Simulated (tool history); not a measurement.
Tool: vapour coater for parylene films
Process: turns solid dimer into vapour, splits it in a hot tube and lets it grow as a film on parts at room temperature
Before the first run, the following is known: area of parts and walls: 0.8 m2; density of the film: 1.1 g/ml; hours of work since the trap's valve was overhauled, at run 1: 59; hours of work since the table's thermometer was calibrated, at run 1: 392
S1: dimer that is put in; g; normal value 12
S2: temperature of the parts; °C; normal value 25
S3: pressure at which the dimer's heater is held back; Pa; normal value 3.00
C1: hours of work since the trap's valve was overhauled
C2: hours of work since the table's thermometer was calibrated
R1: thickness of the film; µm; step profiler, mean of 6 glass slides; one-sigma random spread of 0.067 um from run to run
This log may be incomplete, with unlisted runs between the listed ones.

run,hour,S1,S2,S3,C1,C2,R1
1,0.0,12,25,3.00,59,392,7.63
2,14.9,12,25,3.00,69,402,7.60
3,24.4,12,18,3.00,76,409,10.35
4,41.7,12,18,3.00,88,421,10.28
5,59.2,12,18,3.00,100,433,10.23
6,78.2,12,18,3.00,113,446,10.21
7,95.5,6,33,6.83,125,458,2.36
8,109.5,6,33,6.83,135,468,2.39
9,122.9,22,32,8.95,144,477,8.73
10,135.8,10,31,3.00,153,486,4.73
11,144.2,12,18,3.00,159,492,10.01
12,161.5,10,22,3.84,171,504,6.79

Branching from run 12: 5 alternative next runs. What would each branch give?
A,170.3,9,27,3.27,177,510,?
B,170.3,18,19,11.98,177,510,?
C,170.3,8,22,3.84,177,510,?
D,170.3,12,31,3.00,177,510,?
E,170.3,16,18,3.14,177,510,?

run,R1
A,5.01
B,11.87
C,5.33
D,5.55
E,13.32
Without the tool's hidden state the same runs would have given:
run,R1
A,5.45
B,12.91
C,5.80
D,6.04
E,14.48
